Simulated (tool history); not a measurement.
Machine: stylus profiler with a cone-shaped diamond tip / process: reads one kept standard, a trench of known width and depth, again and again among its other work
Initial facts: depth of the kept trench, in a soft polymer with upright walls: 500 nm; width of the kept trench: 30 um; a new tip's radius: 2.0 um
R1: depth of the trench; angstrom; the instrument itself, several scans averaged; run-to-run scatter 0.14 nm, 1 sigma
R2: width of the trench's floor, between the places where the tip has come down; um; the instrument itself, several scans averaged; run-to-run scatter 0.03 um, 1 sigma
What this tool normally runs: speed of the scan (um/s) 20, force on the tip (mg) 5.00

run 1 day=0.000 | speed_of_the_scan_(um/s)=20 force_on_the_tip_(mg)=5.00 | R1=5031.9 R2=26.56
run 2 day=3.504 | speed_of_the_scan_(um/s)=20 force_on_the_tip_(mg)=5.00 | R1=5027.3 R2=26.50
run 3 day=6.375 | speed_of_the_scan_(um/s)=20 force_on_the_tip_(mg)=5.00 | R1=5028.9 R2=26.43
run 4 day=10.038 | speed_of_the_scan_(um/s)=20 force_on_the_tip_(mg)=5.00 | R1=5026.3 R2=26.41
run 5 day=13.192 | speed_of_the_scan_(um/s)=20 force_on_the_tip_(mg)=5.00 | R1=5025.0 R2=26.38
run 6 day=17.104 | speed_of_the_scan_(um/s)=20 force_on_the_tip_(mg)=5.00 | R1=5025.1 R2=26.37
run 7 day=20.479 | speed_of_the_scan_(um/s)=20 force_on_the_tip_(mg)=6.89 | R1=5032.2 R2=26.30
run 8 day=23.958 | speed_of_the_scan_(um/s)=20 force_on_the_tip_(mg)=6.89 | R1=5035.1 R2=26.21
run 9 day=27.838 | speed_of_the_scan_(um/s)=17 force_on_the_tip_(mg)=5.00 | R1=5022.3 R2=26.23
run 10 day=30.362 | speed_of_the_scan_(um/s)=53 force_on_the_tip_(mg)=5.00 | R1=5022.0 R2=26.04
run 11 day=32.629 | speed_of_the_scan_(um/s)=45 force_on_the_tip_(mg)=5.00 | R1=5022.4 R2=26.05
run 12 day=34.675 | speed_of_the_scan_(um/s)=45 force_on_the_tip_(mg)=5.00 | R1=5021.8 R2=26.02
run 13 day=38.492 | speed_of_the_scan_(um/s)=20 force_on_the_tip_(mg)=3.04 | R1=5005.2 R2=26.03
run 14 day=42.396 | speed_of_the_scan_(um/s)=10 force_on_the_tip_(mg)=10.99 | R1=5048.9 R2=26.13
run 15 day=44.538 | speed_of_the_scan_(um/s)=35 force_on_the_tip_(mg)=9.64 | R1=5043.3 R2=26.01
run 16 day=46.271 | speed_of_the_scan_(um/s)=9 force_on_the_tip_(mg)=6.58 | R1=5027.4 R2=26.08
run 17 day=47.992 | speed_of_the_scan_(um/s)=17 force_on_the_tip_(mg)=1.78 | R1=4994.6 R2=25.95
run 18 day=50.704 | speed_of_the_scan_(um/s)=6 force_on_the_tip_(mg)=7.87 | R1=5030.2 R2=26.01
run 19 day=53.946 | speed_of_the_scan_(um/s)=44 force_on_the_tip_(mg)=14.89 | R1=5058.6 R2=25.87
run 20 day=57.338 | speed_of_the_scan_(um/s)=62 force_on_the_tip_(mg)=11.75 | R1=5047.3 R2=25.76
run 21 day=59.367 | speed_of_the_scan_(um/s)=6 force_on_the_tip_(mg)=3.61 | R1=5005.9 R2=25.93
-- day=60.833 height scale calibrated on a step standard
run 22 day=63.200 | speed_of_the_scan_(um/s)=44 force_on_the_tip_(mg)=2.93 | R1=5030.6 R2=25.63
run 23 day=67.004 | speed_of_the_scan_(um/s)=44 force_on_the_tip_(mg)=2.93 | R1=5027.6 R2=25.60
run 24 day=70.346 | speed_of_the_scan_(um/s)=44 force_on_the_tip_(mg)=2.93 | R1=5027.5 R2=25.58

Pick out some run-to-run changes in R1. Of each, how much would a tool without hidden state show as well, from the settings, what came in and chance, and how much is left for the hidden state and any gauge scatter not in both results compared?
Unlogged tool condition in this case: radius of the tip, um; height scale over the true one, %; drift of the gauge itself on depth_nm, %; drift of the gauge itself on floor_um, %.
Run 13 -> 14: speed of the scan (um/s) 20 -> 10, force on the tip (mg) 3.04 -> 10.99. R1 +43.7 angstrom: hidden state -1.3, all else +45.0.
Run 20 -> 21: speed of the scan (um/s) 62 -> 6, force on the tip (mg) 11.75 -> 3.61. R1 -41.4 angstrom: hidden state -0.4, all else -41.0.
Run 21 -> 22: speed of the scan (um/s) 6 -> 44, force on the tip (mg) 3.61 -> 2.93, height scale calibrated on a step standard. R1 +24.7 angstrom: hidden state +28.2, all else -3.5.

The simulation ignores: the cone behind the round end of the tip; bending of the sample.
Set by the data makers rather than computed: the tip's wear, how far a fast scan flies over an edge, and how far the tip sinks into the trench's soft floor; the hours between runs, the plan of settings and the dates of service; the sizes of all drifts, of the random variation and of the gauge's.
